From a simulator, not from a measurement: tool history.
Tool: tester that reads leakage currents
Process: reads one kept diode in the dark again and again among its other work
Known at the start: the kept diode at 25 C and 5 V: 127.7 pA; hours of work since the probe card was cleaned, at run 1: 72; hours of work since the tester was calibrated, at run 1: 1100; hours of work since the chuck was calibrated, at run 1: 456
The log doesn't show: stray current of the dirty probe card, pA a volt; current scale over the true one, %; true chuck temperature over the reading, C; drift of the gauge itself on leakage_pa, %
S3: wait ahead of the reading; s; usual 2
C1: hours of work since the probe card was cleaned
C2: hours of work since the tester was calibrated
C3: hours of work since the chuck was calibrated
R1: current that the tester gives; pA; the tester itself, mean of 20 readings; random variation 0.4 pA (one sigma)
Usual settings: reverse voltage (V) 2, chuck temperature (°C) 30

run 1 hour=0 | reverse_voltage_(V)=2 chuck_temperature_(°C)=30 S3=2 | C1=72 C2=1100 C3=456 | R1=128.97
run 2 hour=17.5 | reverse_voltage_(V)=2 chuck_temperature_(°C)=30 S3=2 | C1=86 C2=1114 C3=470 | R1=128.92
run 3 hour=40.5 | reverse_voltage_(V)=11.37 chuck_temperature_(°C)=30 S3=2 | C1=104 C2=1133 C3=488 | R1=269.36
run 4 hour=59.9 | reverse_voltage_(V)=11.37 chuck_temperature_(°C)=30 S3=2 | C1=120 C2=1148 C3=504 | R1=268.74
run 5 hour=83.1 | reverse_voltage_(V)=11.37 chuck_temperature_(°C)=30 S3=2 | C1=138 C2=1167 C3=522 | R1=268.5
run 6 hour=117.7 | reverse_voltage_(V)=11.37 chuck_temperature_(°C)=30 S3=2 | C1=166 C2=1194 C3=550 | R1=268.86
run 7 hour=154.8 | reverse_voltage_(V)=11.37 chuck_temperature_(°C)=30 S3=2 | C1=196 C2=1224 C3=580 | R1=269.71
run 8 hour=180.9 | reverse_voltage_(V)=11.37 chuck_temperature_(°C)=30 S3=0.38 | C1=217 C2=1245 C3=601 | R1=272.26
run 9 hour=203.2 | reverse_voltage_(V)=2 chuck_temperature_(°C)=22 S3=2 | C1=234 C2=1263 C3=618 | R1=65.26
run 10 hour=233.8 | reverse_voltage_(V)=2 chuck_temperature_(°C)=22 S3=2 | C1=259 C2=1287 C3=643 | R1=65.26
run 11 hour=258.3 | reverse_voltage_(V)=2 chuck_temperature_(°C)=22 S3=2 | C1=279 C2=1307 C3=662 | R1=64.85
run 12 hour=290.9 | reverse_voltage_(V)=7.95 chuck_temperature_(°C)=22 S3=2 | C1=305 C2=1333 C3=689 | R1=118.15
run 13 hour=317.5 | reverse_voltage_(V)=7.95 chuck_temperature_(°C)=22 S3=2 | C1=326 C2=1354 C3=710 | R1=118.52
run 14 hour=339.3 | reverse_voltage_(V)=7.95 chuck_temperature_(°C)=22 S3=2 | C1=343 C2=1372 C3=727 | R1=118.41
run 15 hour=379.6 | reverse_voltage_(V)=7.02 chuck_temperature_(°C)=22 S3=0.87 | C1=376 C2=1404 C3=760 | R1=113.13
run 16 hour=417.5 | reverse_voltage_(V)=7.02 chuck_temperature_(°C)=22 S3=0.87 | C1=406 C2=1434 C3=790 | R1=113.58
run 17 hour=452.8 | reverse_voltage_(V)=7.02 chuck_temperature_(°C)=22 S3=0.87 | C1=434 C2=1462 C3=818 | R1=113.66
run 18 hour=482.6 | reverse_voltage_(V)=3.73 chuck_temperature_(°C)=23 S3=7.56 | C1=458 C2=1486 C3=842 | R1=92.51
run 19 hour=522.8 | reverse_voltage_(V)=3.73 chuck_temperature_(°C)=23 S3=7.56 | C1=490 C2=1518 C3=874 | R1=92.75
run 20 hour=561.6 | reverse_voltage_(V)=3.73 chuck_temperature_(°C)=23 S3=7.56 | C1=521 C2=1549 C3=905 | R1=92.43
run 21 hour=591.9 | reverse_voltage_(V)=2 chuck_temperature_(°C)=20 S3=2 | C1=545 C2=1574 C3=929 | R1=54.75
run 22 hour=627 | reverse_voltage_(V)=4.8 chuck_temperature_(°C)=20 S3=1.22 | C1=573 C2=1602 C3=957 | R1=81.2
run 23 hour=649.8 | reverse_voltage_(V)=4.21 chuck_temperature_(°C)=30 S3=1.25 | C1=592 C2=1620 C3=976 | R1=174.71
run 24 hour=678.9 | reverse_voltage_(V)=2 chuck_temperature_(°C)=52 S3=2 | C1=615 C2=1643 C3=999 | R1=695.64
run 25 hour=709.7 | reverse_voltage_(V)=2 chuck_temperature_(°C)=52 S3=2 | C1=640 C2=1668 C3=1024 | R1=698.38

4 ways to go on from here, each from the tool as it stands after run 25. What would each give?
run A hour=737.6 | reverse_voltage_(V)=2.25 chuck_temperature_(°C)=28 S3=2 | C1=662 C2=1690 C3=1046 | R1=?
run B hour=737.6 | reverse_voltage_(V)=5.47 chuck_temperature_(°C)=42 S3=1.69 | C1=662 C2=1690 C3=1046 | R1=?
run C hour=737.6 | reverse_voltage_(V)=2 chuck_temperature_(°C)=22 S3=2.57 | C1=662 C2=1690 C3=1046 | R1=?
run D hour=737.6 | reverse_voltage_(V)=8.95 chuck_temperature_(°C)=26 S3=0.33 | C1=662 C2=1690 C3=1046 | R1=?

run=A R1=112.31
run=B R1=502.91
run=C R1=64.66
run=D R1=180.88
Without the tool's hidden state the same runs would have given:
run=A R1=117.78
run=B R1=529.63
run=C R1=67.14
run=D R1=183
